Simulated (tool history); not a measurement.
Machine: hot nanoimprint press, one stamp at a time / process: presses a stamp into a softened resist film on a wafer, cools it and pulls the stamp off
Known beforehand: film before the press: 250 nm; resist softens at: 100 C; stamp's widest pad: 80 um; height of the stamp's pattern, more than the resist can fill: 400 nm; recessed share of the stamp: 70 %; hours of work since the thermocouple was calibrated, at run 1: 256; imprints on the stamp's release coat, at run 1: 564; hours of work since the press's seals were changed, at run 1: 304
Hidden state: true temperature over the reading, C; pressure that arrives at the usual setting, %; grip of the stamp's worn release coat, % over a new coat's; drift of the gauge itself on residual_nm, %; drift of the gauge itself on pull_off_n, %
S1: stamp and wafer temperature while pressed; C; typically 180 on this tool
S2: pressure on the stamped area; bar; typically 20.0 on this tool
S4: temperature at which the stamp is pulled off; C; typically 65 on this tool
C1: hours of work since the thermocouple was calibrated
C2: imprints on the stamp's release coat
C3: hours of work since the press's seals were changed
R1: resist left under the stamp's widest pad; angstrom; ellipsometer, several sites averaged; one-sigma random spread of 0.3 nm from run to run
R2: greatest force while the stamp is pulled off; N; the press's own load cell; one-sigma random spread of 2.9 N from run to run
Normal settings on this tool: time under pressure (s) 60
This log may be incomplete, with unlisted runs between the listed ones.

{"run": 1, "hour": 0.0, "S1": 180, "S2": 20.0, "time under pressure (s)": 60, "S4": 65, "C1": 256, "C2": 564, "C3": 304, "R1": 992, "R2": 143}
{"run": 2, "hour": 48.6, "S1": 180, "S2": 20.0, "time under pressure (s)": 60, "S4": 65, "C1": 276, "C2": 712, "C3": 324, "R1": 986, "R2": 135}
{"run": 3, "hour": 93.2, "S1": 180, "S2": 20.0, "time under pressure (s)": 60, "S4": 65, "C1": 294, "C2": 848, "C3": 342, "R1": 992, "R2": 143}
{"run": 4, "hour": 186.9, "S1": 180, "S2": 20.0, "time under pressure (s)": 60, "S4": 65, "C1": 333, "C2": 1133, "C3": 381, "R1": 988, "R2": 146}
{"run": 5, "hour": 266.9, "S1": 180, "S2": 20.0, "time under pressure (s)": 60, "S4": 65, "C1": 366, "C2": 1377, "C3": 414, "R1": 987, "R2": 149}
{"hour": 295.6, "done": "stamp cleaned and given a new release coat"}
{"run": 6, "hour": 366.8, "S1": 180, "S2": 12.7, "time under pressure (s)": 60, "S4": 65, "C1": 404, "C2": 217, "C3": 452, "R1": 1228, "R2": 137}
{"run": 7, "hour": 439.6, "S1": 180, "S2": 20.0, "time under pressure (s)": 60, "S4": 65, "C1": 434, "C2": 438, "C3": 482, "R1": 987, "R2": 139}
{"run": 8, "hour": 524.1, "S1": 180, "S2": 20.0, "time under pressure (s)": 60, "S4": 65, "C1": 469, "C2": 695, "C3": 517, "R1": 980, "R2": 142}
{"run": 9, "hour": 603.3, "S1": 180, "S2": 20.9, "time under pressure (s)": 60, "S4": 65, "C1": 501, "C2": 936, "C3": 550, "R1": 962, "R2": 146}
{"hour": 674.0, "done": "press's hydraulic seals changed and the load cell set to zero"}
{"run": 10, "hour": 696.7, "S1": 180, "S2": 20.9, "time under pressure (s)": 60, "S4": 65, "C1": 537, "C2": 1197, "C3": 9, "R1": 964, "R2": 146}
{"run": 11, "hour": 767.6, "S1": 175, "S2": 20.9, "time under pressure (s)": 60, "S4": 65, "C1": 566, "C2": 1412, "C3": 38, "R1": 1217, "R2": 146}
{"hour": 779.0, "done": "stamp cleaned and given a new release coat"}
{"run": 12, "hour": 838.0, "S1": 175, "S2": 20.9, "time under pressure (s)": 60, "S4": 65, "C1": 592, "C2": 179, "C3": 65, "R1": 1230, "R2": 143}
{"hour": 853.8, "done": "plate thermocouple calibrated"}
{"run": 13, "hour": 928.5, "S1": 175, "S2": 20.9, "time under pressure (s)": 60, "S4": 65, "C1": 31, "C2": 446, "C3": 101, "R1": 1218, "R2": 140}
{"run": 14, "hour": 978.3, "S1": 180, "S2": 20.0, "time under pressure (s)": 60, "S4": 51, "C1": 51, "C2": 597, "C3": 121, "R1": 979, "R2": 181}
{"run": 15, "hour": 1032.7, "S1": 180, "S2": 20.0, "time under pressure (s)": 60, "S4": 66, "C1": 74, "C2": 763, "C3": 144, "R1": 981, "R2": 135}
{"run": 16, "hour": 1132.9, "S1": 189, "S2": 15.4, "time under pressure (s)": 60, "S4": 65, "C1": 115, "C2": 1068, "C3": 185, "R1": 725, "R2": 141}
{"run": 17, "hour": 1209.4, "S1": 180, "S2": 24.1, "time under pressure (s)": 60, "S4": 53, "C1": 146, "C2": 1301, "C3": 217, "R1": 891, "R2": 170}
{"hour": 1261.4, "done": "stamp cleaned and given a new release coat"}
{"run": 18, "hour": 1286.5, "S1": 180, "S2": 13.3, "time under pressure (s)": 107, "S4": 53, "C1": 175, "C2": 76, "C3": 246, "R1": 954, "R2": 174}
{"run": 19, "hour": 1347.6, "S1": 180, "S2": 13.3, "time under pressure (s)": 107, "S4": 53, "C1": 201, "C2": 263, "C3": 271, "R1": 954, "R2": 170}
{"run": 20, "hour": 1428.4, "S1": 180, "S2": 13.3, "time under pressure (s)": 36, "S4": 53, "C1": 234, "C2": 508, "C3": 304, "R1": 1404, "R2": 173}
{"run": 21, "hour": 1473.9, "S1": 180, "S2": 20.0, "time under pressure (s)": 92, "S4": 56, "C1": 253, "C2": 647, "C3": 323, "R1": 825, "R2": 164}
{"run": 22, "hour": 1569.0, "S1": 187, "S2": 26.4, "time under pressure (s)": 107, "S4": 65, "C1": 292, "C2": 937, "C3": 362, "R1": 471, "R2": 143}
{"run": 23, "hour": 1631.6, "S1": 187, "S2": 19.5, "time under pressure (s)": 54, "S4": 54, "C1": 317, "C2": 1127, "C3": 388, "R1": 732, "R2": 175}
{"run": 24, "hour": 1704.2, "S1": 187, "S2": 19.5, "time under pressure (s)": 54, "S4": 54, "C1": 347, "C2": 1348, "C3": 418, "R1": 728, "R2": 176}
{"hour": 1737.0, "done": "stamp cleaned and given a new release coat"}
{"run": 25, "hour": 1780.6, "S1": 187, "S2": 19.5, "time under pressure (s)": 54, "S4": 54, "C1": 376, "C2": 133, "C3": 447, "R1": 729, "R2": 170}
{"run": 26, "hour": 1878.6, "S1": 187, "S2": 19.5, "time under pressure (s)": 54, "S4": 54, "C1": 417, "C2": 431, "C3": 487, "R1": 727, "R2": 170}
{"run": 27, "hour": 1947.4, "S1": 187, "S2": 20.0, "time under pressure (s)": 69, "S4": 72, "C1": 445, "C2": 640, "C3": 515, "R1": 649, "R2": 124}
{"hour": 1997.4, "done": "gauge calibrated"}
{"run": 28, "hour": 2018.6, "S1": 183, "S2": 16.3, "time under pressure (s)": 60, "S4": 65, "C1": 474, "C2": 857, "C3": 544, "R1": 948, "R2": 143}

Had the tool no unlogged condition, and each run kept its random variation, what would the results have been?
run=1 R1=993 R2=142
run=2 R1=987 R2=134
run=3 R1=994 R2=142
run=4 R1=992 R2=145
run=5 R1=992 R2=146
run=6 R1=1236 R2=136
run=7 R1=995 R2=139
run=8 R1=988 R2=141
run=9 R1=971 R2=144
run=10 R1=975 R2=144
run=11 R1=1233 R2=144
run=12 R1=1246 R2=143
run=13 R1=1232 R2=139
run=14 R1=992 R2=180
run=15 R1=994 R2=134
run=16 R1=735 R2=140
run=17 R1=905 R2=168
run=18 R1=970 R2=174
run=19 R1=971 R2=170
run=20 R1=1430 R2=172
run=21 R1=841 R2=163
run=22 R1=481 R2=141
run=23 R1=748 R2=173
run=24 R1=745 R2=173
run=25 R1=747 R2=170
run=26 R1=745 R2=170
run=27 R1=666 R2=123
run=28 R1=951 R2=142
